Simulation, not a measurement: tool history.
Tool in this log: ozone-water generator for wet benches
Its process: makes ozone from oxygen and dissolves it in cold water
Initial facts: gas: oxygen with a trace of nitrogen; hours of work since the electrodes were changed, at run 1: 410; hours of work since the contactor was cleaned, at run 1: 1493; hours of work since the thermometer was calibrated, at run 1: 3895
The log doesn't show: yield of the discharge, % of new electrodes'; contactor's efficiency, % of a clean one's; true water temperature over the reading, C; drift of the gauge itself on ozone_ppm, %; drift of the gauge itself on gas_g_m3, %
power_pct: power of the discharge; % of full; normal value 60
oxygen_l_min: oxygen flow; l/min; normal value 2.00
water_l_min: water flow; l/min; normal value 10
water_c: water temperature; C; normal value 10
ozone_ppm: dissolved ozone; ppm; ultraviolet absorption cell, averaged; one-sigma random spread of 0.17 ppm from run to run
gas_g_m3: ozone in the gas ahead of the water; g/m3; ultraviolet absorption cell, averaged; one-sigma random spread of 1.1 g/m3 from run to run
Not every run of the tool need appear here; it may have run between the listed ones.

run	hour	power_pct	oxygen_l_min	water_l_min	water_c	hours of work since the electrodes were changed	hours of work since the contactor was cleaned	hours of work since the thermometer was calibrated	ozone_ppm	gas_g_m3
1	0.0	60	2.00	10	10	410	1493	3895	21.7	195.3
2	20.8	60	2.00	10	7	423	1506	3908	22.4	198.1
3	49.2	60	2.00	10	7	441	1524	3926	21.7	195.7
4	67.5	49	2.00	10	10	452	1535	3937	19.0	169.8
5	90.5	49	2.00	10	10	467	1550	3952	18.9	170.0
6	104.5	67	2.00	10	10	476	1559	3960	23.1	208.3
7	132.1	67	2.00	10	10	493	1576	3978	23.3	210.2
8	149.7	67	2.00	10	10	504	1587	3989	23.0	211.1
9	177.8	67	2.00	10	10	522	1605	4007	22.9	211.0
10	190.2	67	2.00	8	10	530	1612	4014	28.2	209.9
11	213.3	60	2.00	6	10	544	1627	4029	32.6	197.0
12	236.4	60	2.00	10	10	559	1642	4043	21.6	194.9
13	260.0	60	2.00	10	10	574	1656	4058	21.6	195.4
14	285.7	60	2.00	10	10	590	1673	4074	21.4	197.2
15	306.7	60	1.82	10	12	603	1686	4088	20.3	202.3
16	320.0	60	1.82	10	12	611	1694	4096	20.6	204.0
17	345.8	60	1.82	10	12	628	1710	4112	20.6	202.0
18	359.6	60	1.82	10	12	636	1719	4121	20.4	202.5
19	380.2	60	2.00	7	10	649	1732	4134	29.6	196.2
# hour 402.6: water thermometer calibrated
20	408.4	60	2.00	7	10	667	1749	4	29.1	195.0
21	429.0	62	2.00	9	10	680	1762	17	24.1	201.9
22	447.8	59	1.37	8	6	691	1774	28	24.1	224.6
23	474.2	59	1.37	8	6	708	1791	45	24.5	224.7

Alternative continuations, all from the tool just after run 23; predict every row:
A	490.5	70	2.00	10	6	718	1801	55	?	?
B	490.5	47	1.37	8	6	718	1801	55	?	?
C	490.5	59	2.03	8	5	718	1801	55	?	?
D	490.5	53	1.86	10	7	718	1801	55	?	?

run	ozone_ppm	gas_g_m3
A	24.8	215.6
B	20.9	193.3
C	27.8	192.8
D	20.0	185.3
Take away the tool's hidden state, keep each run's random variation, and the runs would have read:
run	ozone_ppm	gas_g_m3
A	25.5	219.3
B	21.3	195.8
C	28.4	195.8
D	20.5	188.0

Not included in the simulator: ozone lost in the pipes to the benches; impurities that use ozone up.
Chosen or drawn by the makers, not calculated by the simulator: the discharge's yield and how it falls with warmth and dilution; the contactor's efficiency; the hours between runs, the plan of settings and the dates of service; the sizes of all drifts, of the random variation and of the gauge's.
